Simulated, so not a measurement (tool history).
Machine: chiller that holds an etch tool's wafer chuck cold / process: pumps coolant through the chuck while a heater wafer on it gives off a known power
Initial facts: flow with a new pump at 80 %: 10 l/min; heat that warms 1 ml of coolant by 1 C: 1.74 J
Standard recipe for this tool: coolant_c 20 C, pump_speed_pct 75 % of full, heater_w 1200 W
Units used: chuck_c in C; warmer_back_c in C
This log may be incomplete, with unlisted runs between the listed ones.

| run | hour | coolant_c | pump_speed_pct | heater_w | chuck_c | warmer_back_c |
|---|---|---|---|---|---|---|
| 1 | 0.0 | 20 | 75 | 1200 | 29.5 | 4.53 |
| 2 | 76.1 | 20 | 75 | 1200 | 29.4 | 4.53 |
| 3 | 148.7 | 20 | 66 | 1200 | 30.1 | 5.11 |
| 4 | 220.5 | 20 | 66 | 1200 | 30.0 | 5.08 |
| 5 | 260.2 | 20 | 66 | 1200 | 30.3 | 5.16 |
| 6 | 324.8 | 20 | 66 | 1200 | 30.2 | 5.18 |
| 7 | 382.6 | 20 | 66 | 1200 | 30.4 | 5.17 |
| 8 | 476.4 | 20 | 66 | 1200 | 30.3 | 5.09 |
| 9 | 563.4 | 20 | 66 | 1200 | 30.4 | 5.15 |
| 10 | 637.4 | 20 | 66 | 1200 | 30.2 | 5.17 |
| 11 | 688.4 | 20 | 66 | 1200 | 30.3 | 5.16 |
| 12 | 730.4 | 20 | 75 | 1200 | 29.8 | 4.50 |
| 13 | 790.5 | 20 | 75 | 1200 | 29.5 | 4.55 |
| 14 | 878.7 | 20 | 75 | 1200 | 29.5 | 4.55 |
| 15 | 970.6 | 20 | 75 | 624 | 25.2 | 2.39 |
| 16 | 1064.0 | 20 | 65 | 1200 | 30.6 | 5.26 |
| 17 | 1114.7 | 16 | 67 | 1284 | 27.2 | 5.44 |
| 18 | 1185.6 | 18 | 92 | 1134 | 26.2 | 3.54 |
| 19 | 1240.4 | 18 | 92 | 1134 | 26.1 | 3.55 |
| 20 | 1289.1 | 18 | 84 | 1732 | 30.9 | 5.89 |
| 21 | 1337.9 | 23 | 66 | 777 | 29.9 | 3.35 |

Forecast run 22:
| 22 | 1377.4 | 20 | 66 | 1765 | ? | ? |

{"run 22": {"chuck_c": 35.3, "warmer_back_c": 7.57}}
If the tool had no hidden condition, the same run with the same run-to-run variation would have returned chuck_c 33.7 C, warmer_back_c 7.34 C.
